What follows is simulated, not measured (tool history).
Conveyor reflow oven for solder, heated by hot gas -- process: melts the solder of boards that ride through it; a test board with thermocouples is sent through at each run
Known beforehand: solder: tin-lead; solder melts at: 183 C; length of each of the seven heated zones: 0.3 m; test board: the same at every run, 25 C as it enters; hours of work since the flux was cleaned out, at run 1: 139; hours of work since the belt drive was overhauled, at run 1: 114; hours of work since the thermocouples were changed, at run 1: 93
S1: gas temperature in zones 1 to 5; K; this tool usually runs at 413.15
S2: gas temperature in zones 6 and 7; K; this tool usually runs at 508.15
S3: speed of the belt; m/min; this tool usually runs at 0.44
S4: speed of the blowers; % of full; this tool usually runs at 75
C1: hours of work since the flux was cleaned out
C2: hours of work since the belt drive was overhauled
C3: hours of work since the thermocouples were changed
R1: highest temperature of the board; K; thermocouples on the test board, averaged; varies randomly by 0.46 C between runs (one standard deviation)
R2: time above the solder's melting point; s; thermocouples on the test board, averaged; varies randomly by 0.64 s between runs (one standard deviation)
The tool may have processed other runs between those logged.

Run 1, day 0: usual settings; C1 139; C2 114; C3 93. Result: R1 495.55 K, R2 66.7 s.
Run 2, day 0.246: usual settings but S3 0.358 m/min; C1 143; C2 118; C3 97. Result: R1 501.45 K, R2 86.4 s.
Run 3, day 0.442: usual settings but S3 0.358 m/min; C1 146; C2 121; C3 100. Result: R1 501.65 K, R2 87.8 s.
Run 4, day 0.825: usual settings but S3 0.358 m/min; C1 153; C2 127; C3 106. Result: R1 501.15 K, R2 88.6 s.
Run 5, day 1.179: usual settings but S3 0.358 m/min; C1 158; C2 133; C3 112. Result: R1 500.45 K, R2 87.8 s.
Run 6, day 1.521: usual settings; C1 164; C2 139; C3 118. Result: R1 496.05 K, R2 67.4 s.
Run 7, day 1.817: usual settings; C1 169; C2 143; C3 123. Result: R1 496.05 K, R2 67.3 s.
Run 8, day 2.196: usual settings; C1 175; C2 150; C3 129. Result: R1 496.75 K, R2 68.3 s.

What will run 9 give?
Run 9, day 2.542: usual settings but S4 56 % of full; C1 181; C2 155; C3 134. Result: R1 ?, R2 ?.

Run 9 yielded R1 492.65 K, R2 62.9 s.
Were there no unlogged condition in the tool, this run, its random variation unchanged, would have produced R1 492.65 K, R2 62.9 s.

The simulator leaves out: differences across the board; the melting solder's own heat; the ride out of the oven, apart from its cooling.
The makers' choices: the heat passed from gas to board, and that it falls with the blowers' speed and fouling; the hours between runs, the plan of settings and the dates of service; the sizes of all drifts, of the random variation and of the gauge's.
